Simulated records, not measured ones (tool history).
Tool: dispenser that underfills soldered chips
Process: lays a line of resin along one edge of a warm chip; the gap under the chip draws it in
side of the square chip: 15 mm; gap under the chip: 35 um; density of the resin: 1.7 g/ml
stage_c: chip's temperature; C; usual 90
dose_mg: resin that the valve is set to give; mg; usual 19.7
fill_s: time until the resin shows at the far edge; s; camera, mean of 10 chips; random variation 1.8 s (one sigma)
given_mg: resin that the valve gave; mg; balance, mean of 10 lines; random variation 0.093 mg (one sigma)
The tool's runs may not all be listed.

| run | day | stage_c | dose_mg | fill_s | given_mg |
|---|---|---|---|---|---|
| 1 | 0 | 90 | 19.7 | 227.2 | 18.44 |
|  | 0.179 | new syringe of resin |
| 2 | 0.267 | 90 | 19.7 | 184 | 18.48 |
| 3 | 0.425 | 90 | 19.7 | 216.4 | 18.44 |
| 4 | 0.654 | 90 | 19.7 | 251.2 | 18.33 |
|  | 0.725 | new syringe of resin |
| 5 | 0.812 | 90 | 19.7 | 191.2 | 18.19 |
| 6 | 0.929 | 90 | 19.7 | 207.9 | 18.27 |
| 7 | 1.096 | 90 | 24.9 | 224.6 | 22.87 |
| 8 | 1.246 | 90 | 24.9 | 254.1 | 22.88 |
|  | 1.283 | new syringe of resin |
| 9 | 1.421 | 90 | 24.9 | 189.5 | 22.84 |
| 10 | 1.675 | 90 | 24.9 | 228.8 | 22.61 |
|  | 1.825 | new syringe of resin |
| 11 | 1.917 | 90 | 19.7 | 187.1 | 17.94 |
|  | 2.146 | dispensing valve cleaned and set on the balance |
| 12 | 2.2 | 90 | 19.7 | 216.7 | 19.65 |
| 13 | 2.308 | 90 | 19.7 | 239.2 | 19.77 |
|  | 2.417 | new syringe of resin |
| 14 | 2.558 | 90 | 19.7 | 192.9 | 19.66 |
| 15 | 2.708 | 90 | 19.7 | 216.1 | 19.45 |
| 16 | 2.829 | 90 | 19.7 | 232.9 | 19.44 |
|  | 2.962 | new syringe of resin |
| 17 | 3.042 | 90 | 19.7 | 189.1 | 19.45 |
| 18 | 3.146 | 90 | 18.3 | 202.3 | 18.03 |
| 19 | 3.254 | 91 | 25.2 | 206.6 | 24.74 |
| 20 | 3.446 | 93 | 23.5 | 224.2 | 23.08 |
|  | 3.512 | new syringe of resin |
| 21 | 3.633 | 93 | 23.5 | 171.6 | 22.98 |
| 22 | 3.854 | 97 | 18.3 | 188.8 | 17.71 |
|  | 4.067 | new syringe of resin |
| 23 | 4.067 | 99 | 20.5 | 136.2 | 20.04 |
| 24 | 4.238 | 90 | 17.8 | 201.4 | 17.21 |
| 25 | 4.483 | 85 | 18.4 | 278.4 | 17.8 |
|  | 4.621 | new syringe of resin |
| 26 | 4.746 | 79 | 19.5 | 263.6 | 18.65 |
| 27 | 5 | 92 | 18.1 | 224.1 | 17.45 |
|  | 5.167 | new syringe of resin |
| 28 | 5.208 | 92 | 18.1 | 169.3 | 17.18 |
| 29 | 5.429 | 92 | 18.1 | 201.4 | 17.4 |
| 30 | 5.65 | 92 | 18.1 | 239.2 | 17 |
|  | 5.721 | new syringe of resin |
| 31 | 5.838 | 97 | 19.3 | 159 | 18.33 |
| 32 | 5.971 | 97 | 19.3 | 170.7 | 18.29 |
| 33 | 6.096 | 98 | 22.7 | 177.4 | 21.46 |
|  | 6.267 | new syringe of resin |
| 34 | 6.304 | 80 | 17.2 | 245 | 16.23 |
| 35 | 6.467 | 78 | 24.9 | 278.4 | 23.48 |

4 ways to go on from here, each from the tool as it stands after run 35. What would each give?
| A | 6.671 | 87 | 17.9 | ? | ? |
| B | 6.671 | 86 | 19.7 | ? | ? |
| C | 6.671 | 81 | 18.1 | ? | ? |
| D | 6.671 | 90 | 22.9 | ? | ? |

| run | fill_s | given_mg |
|---|---|---|
| A | 263.9 | 16.81 |
| B | 264.3 | 18.3 |
| C | 304.1 | 16.88 |
| D | 231.4 | 21.35 |
Without the tool's hidden state the same runs would have given:
| run | fill_s | given_mg |
|---|---|---|
| A | 200.3 | 17.97 |
| B | 202.2 | 19.56 |
| C | 231.4 | 18.05 |
| D | 178 | 22.83 |
